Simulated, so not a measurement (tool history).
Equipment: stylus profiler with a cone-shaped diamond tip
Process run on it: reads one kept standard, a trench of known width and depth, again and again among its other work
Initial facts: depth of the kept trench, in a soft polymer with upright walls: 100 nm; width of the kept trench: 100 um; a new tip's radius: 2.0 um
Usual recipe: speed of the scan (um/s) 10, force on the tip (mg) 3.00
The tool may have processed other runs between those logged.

run,day,speed of the scan (um/s),force on the tip (mg),depth of the trench (nm),width of the trench's floor (µm)
1,0.000,10,3.00,101.97,98.69
2,3.312,10,6.58,103.30,98.76
3,5.296,10,2.73,101.85,98.70
4,9.929,24,3.00,101.96,98.68
5,12.733,24,3.00,101.97,98.68
6,15.321,10,6.58,103.32,98.71
7,18.758,23,6.77,103.37,98.71
8,21.512,23,6.77,103.37,98.69
9,24.908,23,6.77,103.36,98.67
10,28.392,23,6.77,103.35,98.66
11,32.192,23,6.77,103.38,98.72
12,34.433,10,2.19,101.58,98.76

Forecast each of these 4 alternatives for the next run:
A,38.775,6,1.50,?,?
B,38.775,20,2.53,?,?
C,38.775,14,5.44,?,?
D,38.775,10,5.74,?,?

run,depth of the trench (nm),width of the trench's floor (µm)
A,101.22,98.76
B,101.73,98.69
C,102.89,98.65
D,103.01,98.74
With no hidden state in the tool, these same runs would have given:
run,depth of the trench (nm),width of the trench's floor (µm)
A,101.22,98.76
B,101.73,98.69
C,102.89,98.65
D,103.01,98.74

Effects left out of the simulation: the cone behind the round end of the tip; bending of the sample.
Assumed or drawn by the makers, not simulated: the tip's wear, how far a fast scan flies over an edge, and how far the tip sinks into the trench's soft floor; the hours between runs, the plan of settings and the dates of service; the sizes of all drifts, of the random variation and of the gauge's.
